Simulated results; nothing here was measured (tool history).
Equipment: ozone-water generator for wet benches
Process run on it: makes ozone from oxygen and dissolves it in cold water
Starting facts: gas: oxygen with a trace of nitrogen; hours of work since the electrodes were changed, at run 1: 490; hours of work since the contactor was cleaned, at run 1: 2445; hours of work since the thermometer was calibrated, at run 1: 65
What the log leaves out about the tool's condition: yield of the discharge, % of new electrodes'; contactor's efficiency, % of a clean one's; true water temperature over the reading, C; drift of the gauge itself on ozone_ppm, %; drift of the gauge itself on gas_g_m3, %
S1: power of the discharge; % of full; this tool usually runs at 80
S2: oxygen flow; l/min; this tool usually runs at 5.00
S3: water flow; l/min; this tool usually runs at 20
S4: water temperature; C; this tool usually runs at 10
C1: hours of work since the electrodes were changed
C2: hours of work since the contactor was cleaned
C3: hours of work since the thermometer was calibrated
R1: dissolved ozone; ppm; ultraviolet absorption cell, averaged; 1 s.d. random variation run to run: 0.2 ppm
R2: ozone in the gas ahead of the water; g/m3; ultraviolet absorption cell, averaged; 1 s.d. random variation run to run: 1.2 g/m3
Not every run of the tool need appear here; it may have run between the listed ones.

run     day  S1    S2  S3  S4    C1    C2    C3    R1     R2
  1   0.000  80  5.00  20  10   490  2445    65  27.4  216.0
  2   1.279  80  5.00  20  10   510  2465    86  27.7  217.9
  3   4.100  80  5.00  20  10   556  2511   131  27.3  215.3
  4   7.079  80  5.00  25  10   604  2559   179  23.1  216.0
  5   9.296  80  5.00  25  10   639  2595   215  23.3  217.1
  6  11.996  80  2.91  20  10   683  2638   258  22.6  256.9
  7  13.533  80  2.91  20  10   708  2663   283  23.0  260.0
  8  16.238  80  2.91  20  10   751  2706   327  22.7  257.8
  9  19.238  80  2.91  20  10   800  2755   375  23.0  259.6
 10  20.462  80  3.79  20  10   819  2774   395  25.7  239.2
 11  22.117  80  5.00  20  10   846  2801   421  27.7  217.4
 12  23.925  80  5.00  20  10   875  2830   450  27.7  220.8
 13  25.929  80  5.00  17  10   907  2862   483  31.4  219.7
 14  27.367  80  5.00  17  10   931  2886   506  31.2  218.4
 15  29.550  80  5.00  26  10   966  2921   541  22.8  217.5
 16  31.267  80  5.00  22  10   993  2948   569  25.9  221.8
 17  34.229  80  3.28  20  10  1041  2996   616  24.1  248.9
 18  36.629  58  5.00  15   7  1080  3035   655  29.4  178.8
 19  39.112  80  5.00  20  11  1120  3075   695  27.6  221.3
 20  40.558  80  5.00  20  11  1143  3098   718  27.7  220.5
 21  42.088  83  7.52  20  12  1168  3123   743  30.1  196.3
 22  43.433  83  7.52  20  12  1189  3145   765  30.4  198.9
 23  44.946  80  6.39  21   8  1214  3169   789  29.6  205.0
 24  47.425  80  6.39  21   8  1254  3209   829  29.5  204.1
 25  49.342  85  5.00  15  10  1285  3240   860  36.2  228.5
 26  51.446  74  3.34  22  10  1318  3274   894  21.3  239.0
 27  52.867  74  3.34  22  10  1341  3296   917  21.0  240.7
 28  54.854  80  3.34  22  16  1373  3328   949  20.8  250.5
 29  57.417  80  5.00  20  10  1415  3370   990  27.9  222.4
 30  59.254  80  3.21  27  10  1444  3399  1019  17.9  257.0
 31  61.725  56  5.00  21  10  1484  3439  1059  21.2  178.2
 32  64.117  56  5.00  21  10  1523  3478  1098  21.5  178.1
 33  65.446  56  5.00  21  10  1544  3499  1119  21.6  177.9
 34  66.875  80  4.88  16  10  1567  3522  1142  32.7  224.2

Some steps in R2, run to run, broken into two amounts with sign: the step expected even without the hidden condition (settings, incoming material, random variation), and the rest, left for the hidden condition together with whatever gauge scatter is not in both the measured and the hidden-condition-free result:
Run 17 -> 18: S1 80 -> 58, S2 3.28 -> 5.00, S3 20 -> 15, S4 10 -> 7. R2 -70.1 g/m3: hidden state -0.8, all else -69.3.
Run 29 -> 30: S2 5.00 -> 3.21, S3 20 -> 27. R2 +34.6 g/m3: hidden state +0.9, all else +33.7.
Run 30 -> 31: S1 80 -> 56, S2 3.21 -> 5.00, S3 27 -> 21. R2 -78.8 g/m3: hidden state -1.6, all else -77.2.
Run 33 -> 34: S1 56 -> 80, S2 5.00 -> 4.88, S3 21 -> 16. R2 +46.3 g/m3: hidden state +1.2, all else +45.1.
